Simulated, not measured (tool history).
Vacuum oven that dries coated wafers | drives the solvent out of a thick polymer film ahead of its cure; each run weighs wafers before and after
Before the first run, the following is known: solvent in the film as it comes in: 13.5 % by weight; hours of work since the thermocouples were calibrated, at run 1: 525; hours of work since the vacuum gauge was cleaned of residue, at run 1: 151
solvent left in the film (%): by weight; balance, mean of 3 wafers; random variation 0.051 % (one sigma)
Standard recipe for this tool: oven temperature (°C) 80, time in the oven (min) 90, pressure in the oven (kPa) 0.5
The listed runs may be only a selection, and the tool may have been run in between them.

| run | hour | oven temperature (°C) | time in the oven (min) | pressure in the oven (kPa) | hours of work since the thermocouples were calibrated | hours of work since the vacuum gauge was cleaned of residue | solvent left in the film (%) |
|---|---|---|---|---|---|---|---|
| 1 | 0 | 80 | 90 | 0.5 | 525 | 151 | 3.01 |
| 2 | 40.1 | 80 | 90 | 0.5 | 555 | 181 | 3.04 |
| 3 | 82.3 | 80 | 90 | 0.5 | 587 | 214 | 3.17 |
| 4 | 157 | 80 | 90 | 0.5 | 644 | 270 | 3.18 |
| 5 | 230.6 | 80 | 90 | 0.5 | 700 | 327 | 3.14 |
| 6 | 288.2 | 80 | 90 | 0.5 | 744 | 371 | 3.27 |
| 7 | 371 | 80 | 90 | 0.5 | 808 | 434 | 3.22 |
| 8 | 447.1 | 80 | 90 | 0.5 | 866 | 492 | 3.28 |
| 9 | 499.8 | 73 | 90 | 0.5 | 906 | 532 | 4.94 |
| 10 | 541.3 | 73 | 90 | 0.5 | 937 | 563 | 4.95 |
| 11 | 615.5 | 80 | 90 | 0.5 | 994 | 620 | 3.35 |
| 12 | 672.9 | 73 | 153 | 0.379 | 1038 | 664 | 2.88 |
|  | 735.2 | oven's thermocouples calibrated |
| 13 | 763.6 | 73 | 153 | 0.379 | 22 | 731 | 2.59 |
| 14 | 824 | 81 | 90 | 0.661 | 68 | 778 | 2.9 |
| 15 | 888 | 91 | 117 | 0.929 | 116 | 826 | 0.92 |

Forecast run 16:
| 16 | 981.6 | 67 | 161 | 1.733 | 188 | 898 | ? |

Run 16 produced solvent left in the film (%) 5.19.
Had the tool carried no hidden state, the very same run would have given solvent left in the film (%) 4.79.
